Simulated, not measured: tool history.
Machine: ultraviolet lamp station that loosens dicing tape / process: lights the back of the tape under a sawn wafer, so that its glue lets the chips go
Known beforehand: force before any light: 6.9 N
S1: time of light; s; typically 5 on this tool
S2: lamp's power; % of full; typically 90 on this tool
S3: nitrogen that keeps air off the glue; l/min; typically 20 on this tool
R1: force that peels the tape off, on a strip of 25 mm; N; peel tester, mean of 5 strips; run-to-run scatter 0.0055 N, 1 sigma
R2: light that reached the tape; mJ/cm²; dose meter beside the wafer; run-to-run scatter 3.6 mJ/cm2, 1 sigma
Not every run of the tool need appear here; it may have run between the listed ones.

run	hour	S1	S2	S3	R1	R2
1	0.0	5	90	20	0.190	472
# hour 5.6: window cleaned of glue's vapour
2	11.7	5	90	20	0.135	559
3	27.6	5	90	20	0.136	561
4	39.9	5	90	20	0.134	557
5	49.7	5	90	20	0.145	561
6	59.0	5	90	10	0.258	552
7	69.1	5	90	10	0.263	548
8	87.4	5	82	20	0.177	498
9	101.0	5	82	36	0.112	498
10	111.7	5	82	10	0.365	497
11	130.4	5	90	20	0.149	541
12	143.9	5	90	12	0.223	531
13	163.3	5	90	12	0.237	534
14	176.1	5	90	12	0.243	527
15	194.8	6	72	7	0.484	509

Run 16 has not been measured yet. What should we expect?
16	205.8	4	72	25	?	?

R1: 0.363 N
R2: 333 mJ/cm²
On a tool with no hidden condition, and with the same random variation, this run would have come out at R1 0.261 N, R2 380 mJ/cm².
